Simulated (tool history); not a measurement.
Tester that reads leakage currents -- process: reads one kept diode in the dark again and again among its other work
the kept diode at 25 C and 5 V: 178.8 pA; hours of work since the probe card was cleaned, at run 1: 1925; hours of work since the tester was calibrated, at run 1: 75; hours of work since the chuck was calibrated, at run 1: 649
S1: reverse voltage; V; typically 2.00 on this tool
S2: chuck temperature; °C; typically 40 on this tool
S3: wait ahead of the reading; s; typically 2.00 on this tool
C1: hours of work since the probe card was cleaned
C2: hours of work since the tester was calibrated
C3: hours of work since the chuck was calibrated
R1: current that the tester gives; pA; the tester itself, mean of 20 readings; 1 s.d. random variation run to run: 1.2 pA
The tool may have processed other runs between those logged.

Run 1, day 0.000: usual settings; C1 1925; C2 75; C3 649. Result: R1 400.77 pA.
Run 2, day 2.008: usual settings; C1 1955; C2 105; C3 679. Result: R1 397.12 pA.
Run 3, day 3.192: usual settings; C1 1972; C2 122; C3 696. Result: R1 398.78 pA.
Run 4, day 4.262: usual settings; C1 1988; C2 138; C3 712. Result: R1 399.21 pA.
Run 5, day 5.954: usual settings; C1 2013; C2 162; C3 737. Result: R1 396.99 pA.
Run 6, day 7.533: usual settings; C1 2036; C2 186; C3 760. Result: R1 399.09 pA.
Run 7, day 8.396: usual settings; C1 2048; C2 198; C3 772. Result: R1 398.84 pA.
Run 8, day 9.417: usual settings; C1 2063; C2 213; C3 787. Result: R1 396.91 pA.
At day 9.650: tester calibrated.
Run 9, day 11.379: usual settings but S2 50 °C; C1 2091; C2 25; C3 815. Result: R1 829.38 pA.
Run 10, day 13.033: usual settings but S3 1.03 s; C1 2115; C2 50; C3 839. Result: R1 398.49 pA.
Run 11, day 14.308: usual settings but S1 1.15 V; C1 2134; C2 68; C3 858. Result: R1 319.78 pA.
Run 12, day 15.888: usual settings but S1 1.15 V; C1 2157; C2 91; C3 881. Result: R1 319.27 pA.
Run 13, day 17.050: usual settings but S1 3.44 V, S2 31 °C, S3 0.60 s; C1 2174; C2 108; C3 898. Result: R1 247.32 pA.
Run 14, day 19.042: usual settings but S1 3.44 V, S2 31 °C, S3 0.60 s; C1 2203; C2 138; C3 927. Result: R1 249.31 pA.
Run 15, day 20.650: usual settings but S1 2.94 V, S2 31 °C, S3 4.92 s; C1 2227; C2 161; C3 950. Result: R1 229.11 pA.
At day 21.067: tester calibrated, once more.
Run 16, day 21.871: usual settings but S1 2.30 V, S2 31 °C, S3 0.90 s; C1 2243; C2 12; C3 967. Result: R1 208.43 pA.
Run 17, day 23.062: usual settings but S1 2.30 V, S2 31 °C, S3 0.90 s; C1 2261; C2 29; C3 985. Result: R1 209.16 pA.
Run 18, day 24.975: usual settings but S1 1.02 V, S2 59 °C, S3 2.21 s; C1 2289; C2 57; C3 1013. Result: R1 1176.63 pA.
Run 19, day 26.283: usual settings but S1 17.64 V, S2 25 °C, S3 9.53 s; C1 2308; C2 76; C3 1032. Result: R1 296.69 pA.
Run 20, day 28.279: usual settings but S1 1.95 V, S2 32 °C, S3 2.57 s; C1 2337; C2 106; C3 1061. Result: R1 211.08 pA.
Run 21, day 30.008: usual settings but S1 1.95 V, S2 32 °C, S3 4.47 s; C1 2362; C2 131; C3 1086. Result: R1 209.14 pA.
Run 22, day 31.442: usual settings but S1 1.42 V, S2 36 °C; C1 2383; C2 152; C3 1107. Result: R1 252.83 pA.

Here are 4 independent what-if runs from the current tool condition. What would each one return?
Run A, day 32.879: usual settings but S1 1.05 V, S2 21 °C; C1 2404; C2 173; C3 1128. Result: R1 ?.
Run B, day 32.879: usual settings but S1 10.20 V; C1 2404; C2 173; C3 1128. Result: R1 ?.
Run C, day 32.879: usual settings but S1 1.42 V, S2 36 °C, S3 0.43 s; C1 2404; C2 173; C3 1128. Result: R1 ?.
Run D, day 32.879: usual settings but S1 1.42 V, S2 36 °C; C1 2404; C2 173; C3 1128. Result: R1 ?.

run      R1
  A   66.35
  B  761.81
  C  252.96
  D  253.07
Stripped of hidden state, with their random variation kept, the same runs would have yielded:
run      R1
  A   68.64
  B  785.28
  C  262.41
  D  262.56
